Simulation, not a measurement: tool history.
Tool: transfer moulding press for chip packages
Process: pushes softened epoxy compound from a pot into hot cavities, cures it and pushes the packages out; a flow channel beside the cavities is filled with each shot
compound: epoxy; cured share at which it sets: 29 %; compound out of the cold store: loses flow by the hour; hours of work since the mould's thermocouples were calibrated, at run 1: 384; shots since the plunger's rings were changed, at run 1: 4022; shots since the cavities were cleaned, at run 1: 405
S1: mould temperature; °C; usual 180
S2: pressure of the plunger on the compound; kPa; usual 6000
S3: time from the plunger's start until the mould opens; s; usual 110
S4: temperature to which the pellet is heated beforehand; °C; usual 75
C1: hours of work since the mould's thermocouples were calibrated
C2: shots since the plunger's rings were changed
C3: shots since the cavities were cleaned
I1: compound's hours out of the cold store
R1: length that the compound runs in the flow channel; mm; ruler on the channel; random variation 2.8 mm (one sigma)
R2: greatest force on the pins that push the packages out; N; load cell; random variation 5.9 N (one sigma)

run	hour	S1	S2	S3	S4	C1	C2	C3	I1	R1	R2
1	0.0	180	6000	110	75	384	4022	405	10.9	1004	292
# hour 8.5: cavities cleaned with cleaning compound and waxed
# hour 30.9: plunger's sealing rings changed
2	40.7	180	6000	110	75	412	125	378	21.1	974	275
# hour 48.0: cavities cleaned with cleaning compound and waxed
# hour 83.1: cavities cleaned with cleaning compound and waxed
3	96.2	180	6000	110	75	453	791	165	22.6	963	238
# hour 119.2: cavities cleaned with cleaning compound and waxed
# hour 154.9: cavities cleaned with cleaning compound and waxed
# hour 165.0: mould's thermocouples calibrated
4	169.3	180	6000	110	75	3	1657	158	16.9	988	228
# hour 194.0: cavities cleaned with cleaning compound and waxed
# hour 228.1: cavities cleaned with cleaning compound and waxed
5	235.0	180	6000	110	75	52	2453	88	14.4	994	232
# hour 264.0: cavities cleaned with cleaning compound and waxed
6	278.4	180	6000	110	83	84	2986	183	45.7	830	221
# hour 300.7: cavities cleaned with cleaning compound and waxed
# hour 339.3: cavities cleaned with cleaning compound and waxed
7	343.2	180	6000	110	83	132	3771	49	18.8	957	218
# hour 378.9: cavities cleaned with cleaning compound and waxed
# hour 393.9: plunger's sealing rings changed
8	395.0	180	6000	110	83	169	14	173	41.6	860	222
# hour 416.0: cavities cleaned with cleaning compound and waxed
# hour 454.3: cavities cleaned with cleaning compound and waxed
9	466.1	180	6000	110	83	222	879	149	44.7	845	220
# hour 491.5: cavities cleaned with cleaning compound and waxed
10	507.0	180	6000	110	83	253	1379	196	14.6	1001	231
# hour 528.4: cavities cleaned with cleaning compound and waxed
# hour 562.5: cavities cleaned with cleaning compound and waxed
11	578.9	180	6000	110	75	306	2254	207	9.4	1025	254
# hour 599.7: cavities cleaned with cleaning compound and waxed
# hour 617.0: mould's thermocouples calibrated, once more
12	620.6	180	4760	110	75	3	2740	240	30.7	802	240
# hour 636.1: cavities cleaned with cleaning compound and waxed
# hour 674.3: cavities cleaned with cleaning compound and waxed
13	685.0	180	4760	110	68	50	3520	136	26.4	818	240
# hour 712.5: cavities cleaned with cleaning compound and waxed
14	738.0	180	4760	110	68	90	4175	324	47.7	713	262
# hour 750.3: cavities cleaned with cleaning compound and waxed
# hour 756.6: plunger's sealing rings changed
# hour 791.9: cavities cleaned with cleaning compound and waxed
15	812.0	177	6000	110	75	143	684	255	48.0	845	288
# hour 827.7: cavities cleaned with cleaning compound and waxed
# hour 862.7: cavities cleaned with cleaning compound and waxed
16	894.9	174	6000	90	75	205	1699	409	40.8	885	604
# hour 900.2: cavities cleaned with cleaning compound and waxed
# hour 938.1: cavities cleaned with cleaning compound and waxed
# hour 974.5: cavities cleaned with cleaning compound and waxed
17	974.5	177	6320	101	75	263	2654	0	32.3	926	289
# hour 1008.7: cavities cleaned with cleaning compound and waxed
# hour 1045.6: cavities cleaned with cleaning compound and waxed
18	1053.6	181	6320	112	75	322	3621	103	38.5	875	211
# hour 1081.0: cavities cleaned with cleaning compound and waxed
19	1092.9	180	6000	110	71	352	4100	151	36.8	858	227
# hour 1117.3: plunger's sealing rings changed
# hour 1118.8: cavities cleaned with cleaning compound and waxed
# hour 1154.9: cavities cleaned with cleaning compound and waxed
20	1163.1	172	5190	110	75	402	543	104	18.0	961	407
# hour 1190.6: cavities cleaned with cleaning compound and waxed
# hour 1230.0: cavities cleaned with cleaning compound and waxed
21	1240.9	186	6000	110	74	460	1494	139	36.1	860	193
# hour 1266.8: cavities cleaned with cleaning compound and waxed
22	1294.5	186	6000	110	74	500	2156	353	45.8	810	213
# hour 1301.3: mould's thermocouples calibrated
# hour 1302.8: cavities cleaned with cleaning compound and waxed
# hour 1338.9: cavities cleaned with cleaning compound and waxed
23	1345.5	180	5580	110	66	32	2739	83	44.3	805	218
# hour 1375.9: cavities cleaned with cleaning compound and waxed
# hour 1410.2: cavities cleaned with cleaning compound and waxed
24	1419.3	182	6000	110	66	87	3639	115	11.5	992	218
# hour 1445.3: cavities cleaned with cleaning compound and waxed
25	1460.5	182	6000	110	66	117	4143	193	13.6	977	219

3 ways to go on from here, each from the tool as it stands after run 25. What would each give?
# hour 1479.6: plunger's sealing rings changed
# hour 1484.3: cavities cleaned with cleaning compound and waxed
# hour 1524.2: cavities cleaned with cleaning compound and waxed
A	1533.4	180	6000	136	75	170	646	117	41.7	?	?
# hour 1479.6: plunger's sealing rings changed
# hour 1484.3: cavities cleaned with cleaning compound and waxed
# hour 1524.2: cavities cleaned with cleaning compound and waxed
B	1533.4	180	7130	110	75	170	646	117	20.4	?	?
# hour 1479.6: plunger's sealing rings changed
# hour 1484.3: cavities cleaned with cleaning compound and waxed
# hour 1524.2: cavities cleaned with cleaning compound and waxed
C	1533.4	175	5410	149	66	170	646	117	45.5	?	?

run	R1	R2
A	865	187
B	1067	236
C	820	197
Without the tool's hidden state the same runs would have given:
run	R1	R2
A	872	165
B	1076	213
C	828	176

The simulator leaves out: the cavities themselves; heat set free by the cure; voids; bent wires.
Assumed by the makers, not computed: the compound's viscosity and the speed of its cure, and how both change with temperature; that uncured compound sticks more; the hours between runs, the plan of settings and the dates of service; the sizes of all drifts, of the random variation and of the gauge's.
